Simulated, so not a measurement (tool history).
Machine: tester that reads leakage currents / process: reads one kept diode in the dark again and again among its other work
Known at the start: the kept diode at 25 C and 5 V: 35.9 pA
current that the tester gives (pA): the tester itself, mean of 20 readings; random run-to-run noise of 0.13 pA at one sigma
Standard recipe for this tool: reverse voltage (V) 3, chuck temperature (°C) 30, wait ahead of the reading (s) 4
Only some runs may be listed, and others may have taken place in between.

| run | hour | reverse voltage (V) | chuck temperature (°C) | wait ahead of the reading (s) | current that the tester gives (pA) |
|---|---|---|---|---|---|
| 1 | 0 | 3 | 30 | 4 | 37.07 |
| 2 | 105.2 | 3 | 30 | 4 | 36.8 |
| 3 | 169.9 | 3 | 30 | 4 | 36.57 |
| 4 | 282.9 | 3 | 30 | 4 | 36.33 |
| 5 | 395.6 | 3 | 30 | 4 | 35.77 |
|  | 436.5 | tester calibrated |
| 6 | 539.6 | 3 | 30 | 4 | 36.51 |
| 7 | 656.7 | 3 | 30 | 4 | 36.14 |
| 8 | 726 | 3 | 53 | 4 | 169.12 |
| 9 | 856.6 | 3 | 53 | 0.54 | 168.4 |
| 10 | 990.9 | 3 | 53 | 0.54 | 166.7 |
| 11 | 1135.8 | 3 | 30 | 5.89 | 34.81 |
|  | 1177.6 | chuck's temperature calibrated |
| 12 | 1218.4 | 3 | 30 | 4 | 33.78 |
| 13 | 1280.1 | 3 | 30 | 4 | 33.51 |
| 14 | 1382.6 | 3 | 30 | 4 | 33.43 |
| 15 | 1458.9 | 3 | 22 | 4 | 18.37 |
| 16 | 1591.8 | 3 | 22 | 4 | 18.24 |
| 17 | 1676.7 | 2.2 | 29 | 0.98 | 25.93 |
| 18 | 1762.5 | 2.2 | 29 | 0.98 | 25.73 |
|  | 1807 | chuck's temperature calibrated, once more |
| 19 | 1851.2 | 3 | 28 | 4 | 33.73 |
| 20 | 1972.9 | 3.36 | 24 | 2.05 | 27.01 |
| 21 | 2035.3 | 2.2 | 24 | 2.05 | 21.12 |
| 22 | 2132.2 | 18.39 | 23 | 3.6 | 64.88 |
| 23 | 2262.4 | 18.39 | 23 | 3.6 | 64.21 |
| 24 | 2333.4 | 18.39 | 23 | 3.6 | 63.97 |
| 25 | 2480.2 | 5.58 | 31 | 1.64 | 57.02 |
| 26 | 2602.8 | 5.58 | 31 | 1.64 | 56.14 |
| 27 | 2714 | 1.12 | 36 | 4 | 32.2 |
| 28 | 2847.1 | 1.12 | 36 | 4 | 32.05 |
| 29 | 2915.5 | 1.12 | 36 | 3.33 | 31.65 |
| 30 | 3006.3 | 9.43 | 39 | 0.46 | 129.64 |
| 31 | 3131.9 | 9.43 | 39 | 0.46 | 128.81 |

Consider 4 possible next runs. They are alternatives, not a sequence: every one starts from the tool as it was left by run 31. What does each give?
| A | 3207 | 7.65 | 20 | 0.72 | ? |
| B | 3207 | 5.39 | 30 | 4 | ? |
| C | 3207 | 4.99 | 39 | 0.83 | ? |
| D | 3207 | 4.19 | 53 | 5.35 | ? |

| run | current that the tester gives (pA) |
|---|---|
| A | 30.97 |
| B | 48.91 |
| C | 87.92 |
| D | 195.74 |
Without the tool's hidden state the same runs would have given:
| run | current that the tester gives (pA) |
|---|---|
| A | 33.33 |
| B | 54.66 |
| C | 98.9 |
| D | 220.46 |
